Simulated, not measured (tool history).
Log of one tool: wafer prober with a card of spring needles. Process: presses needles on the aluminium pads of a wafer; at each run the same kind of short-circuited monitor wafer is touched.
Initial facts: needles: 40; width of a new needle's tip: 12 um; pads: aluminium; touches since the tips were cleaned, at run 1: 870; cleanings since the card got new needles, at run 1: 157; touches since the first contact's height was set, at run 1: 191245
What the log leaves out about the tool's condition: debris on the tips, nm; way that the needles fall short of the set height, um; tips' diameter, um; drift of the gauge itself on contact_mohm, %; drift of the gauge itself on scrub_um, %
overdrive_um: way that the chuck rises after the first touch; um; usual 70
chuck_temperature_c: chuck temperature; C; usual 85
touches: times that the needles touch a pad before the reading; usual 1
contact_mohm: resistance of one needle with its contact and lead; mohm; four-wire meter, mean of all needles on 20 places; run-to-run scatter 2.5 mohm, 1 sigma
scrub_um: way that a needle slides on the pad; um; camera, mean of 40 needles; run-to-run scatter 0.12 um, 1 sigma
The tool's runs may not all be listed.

run,hour,overdrive_um,chuck_temperature_c,touches,touches since the tips were cleaned,cleanings since the card got new needles,touches since the first contact's height was set,contact_mohm,scrub_um
1,0.0,70,85,1,870,157,191245,307,17.85
# hour 4.9: tips cleaned on abrasive film
# hour 12.9: tips cleaned on abrasive film
# hour 19.4: tips cleaned on abrasive film
# hour 25.8: tips cleaned on abrasive film
# hour 33.9: tips cleaned on abrasive film
# hour 41.9: tips cleaned on abrasive film
2,43.0,70,85,1,394,163,206593,301,17.56
# hour 49.4: tips cleaned on abrasive film
# hour 57.5: tips cleaned on abrasive film
# hour 65.5: tips cleaned on abrasive film
3,68.8,70,85,1,1184,166,215829,309,17.48
# hour 72.1: tips cleaned on abrasive film
# hour 80.1: tips cleaned on abrasive film
# hour 85.2: height of the first contact set anew
# hour 88.4: tips cleaned on abrasive film
# hour 95.6: tips cleaned on abrasive film
4,95.6,70,85,1,0,170,3720,286,18.41
# hour 102.1: tips cleaned on abrasive film
# hour 110.1: tips cleaned on abrasive film
# hour 116.6: tips cleaned on abrasive film
# hour 124.6: tips cleaned on abrasive film
# hour 131.4: tips cleaned on abrasive film
5,131.4,81,85,1,0,175,16470,286,21.44
# hour 139.4: tips cleaned on abrasive film
# hour 147.4: tips cleaned on abrasive film
# hour 155.5: tips cleaned on abrasive film
# hour 161.9: tips cleaned on abrasive film
# hour 170.0: tips cleaned on abrasive film
# hour 178.0: tips cleaned on abrasive film
6,182.8,70,85,3,1729,181,34877,294,18.30
# hour 184.5: tips cleaned on abrasive film
# hour 191.0: tips cleaned on abrasive film
# hour 199.0: tips cleaned on abrasive film
# hour 207.1: tips cleaned on abrasive film
# hour 213.5: tips cleaned on abrasive film
# hour 220.0: tips cleaned on abrasive film
# hour 228.0: tips cleaned on abrasive film
7,231.8,70,85,3,1370,188,52368,297,18.26
# hour 235.1: tips cleaned on abrasive film
# hour 243.1: tips cleaned on abrasive film
# hour 251.2: tips cleaned on abrasive film
# hour 257.6: tips cleaned on abrasive film
# hour 264.1: tips cleaned on abrasive film
# hour 272.1: tips cleaned on abrasive film
# hour 278.6: tips cleaned on abrasive film
8,281.6,70,85,3,1093,195,70142,292,18.32
# hour 286.5: tips cleaned on abrasive film
# hour 294.5: tips cleaned on abrasive film
# hour 302.5: tips cleaned on abrasive film
9,308.7,70,85,1,2228,198,79846,324,18.15
# hour 310.4: tips cleaned on abrasive film
# hour 318.4: tips cleaned on abrasive film
# hour 326.5: tips cleaned on abrasive film
# hour 334.5: tips cleaned on abrasive film
10,338.8,70,85,1,1539,202,90588,321,18.26
# hour 342.0: tips cleaned on abrasive film
# hour 348.5: tips cleaned on abrasive film
# hour 356.5: tips cleaned on abrasive film
# hour 364.6: tips cleaned on abrasive film
# hour 372.6: tips cleaned on abrasive film
# hour 379.1: tips cleaned on abrasive film
# hour 387.1: tips cleaned on abrasive film
11,387.1,70,85,1,0,209,107823,289,18.18
# hour 395.1: tips cleaned on abrasive film
# hour 401.6: tips cleaned on abrasive film
# hour 409.6: tips cleaned on abrasive film
# hour 417.6: tips cleaned on abrasive film
12,419.1,70,85,1,541,213,119293,302,17.72
# hour 425.6: tips cleaned on abrasive film
# hour 433.6: tips cleaned on abrasive film
# hour 441.7: tips cleaned on abrasive film
# hour 448.1: tips cleaned on abrasive film
# hour 456.2: tips cleaned on abrasive film
13,456.4,70,85,1,77,218,132600,288,17.99
# hour 462.9: tips cleaned on abrasive film
# hour 469.3: tips cleaned on abrasive film
# hour 475.8: tips cleaned on abrasive film
# hour 483.8: tips cleaned on abrasive film
# hour 490.3: tips cleaned on abrasive film
# hour 496.7: tips cleaned on abrasive film
# hour 503.4: tips cleaned on abrasive film
14,503.4,67,85,2,0,225,149350,290,17.11
# hour 509.8: tips cleaned on abrasive film
# hour 517.9: tips cleaned on abrasive film
# hour 525.9: tips cleaned on abrasive film
# hour 534.0: tips cleaned on abrasive film
# hour 542.0: tips cleaned on abrasive film
# hour 548.4: tips cleaned on abrasive film
15,550.7,68,28,2,827,231,166285,280,17.28
# hour 555.6: tips cleaned on abrasive film
# hour 562.1: tips cleaned on abrasive film
# hour 568.5: tips cleaned on abrasive film
# hour 576.6: tips cleaned on abrasive film
# hour 584.6: tips cleaned on abrasive film
# hour 591.0: tips cleaned on abrasive film
# hour 597.5: tips cleaned on abrasive film
16,601.2,55,63,2,1335,238,184301,313,13.76
# hour 604.5: tips cleaned on abrasive film
# hour 610.9: tips cleaned on abrasive film
# hour 619.0: tips cleaned on abrasive film
# hour 625.4: tips cleaned on abrasive film
# hour 631.9: tips cleaned on abrasive film
# hour 639.9: tips cleaned on abrasive film
# hour 646.4: tips cleaned on abrasive film
17,652.5,55,52,1,2224,245,202628,352,13.58
# hour 654.2: tips cleaned on abrasive film
# hour 660.7: tips cleaned on abrasive film
# hour 667.1: tips cleaned on abrasive film
# hour 675.1: tips cleaned on abrasive film
18,679.0,51,124,2,1395,249,212075,338,12.58
# hour 682.3: tips cleaned on abrasive film
# hour 690.3: tips cleaned on abrasive film
# hour 696.8: tips cleaned on abrasive film
# hour 704.8: tips cleaned on abrasive film
# hour 705.1: height of the first contact set anew
# hour 713.2: tips cleaned on abrasive film
# hour 721.2: tips cleaned on abrasive film
19,722.1,51,124,2,331,255,6082,306,13.55

What will run 20 give?
# hour 728.6: tips cleaned on abrasive film
# hour 735.0: tips cleaned on abrasive film
# hour 741.5: tips cleaned on abrasive film
# hour 749.5: tips cleaned on abrasive film
# hour 757.6: tips cleaned on abrasive film
# hour 764.0: tips cleaned on abrasive film
20,766.3,78,54,2,837,261,21872,?,?

{"run 20": {"contact_mohm": 287, "scrub_um": 20.65}}
With no hidden state in the tool, this same run would have given contact_mohm 277 mohm, scrub_um 20.76 um.
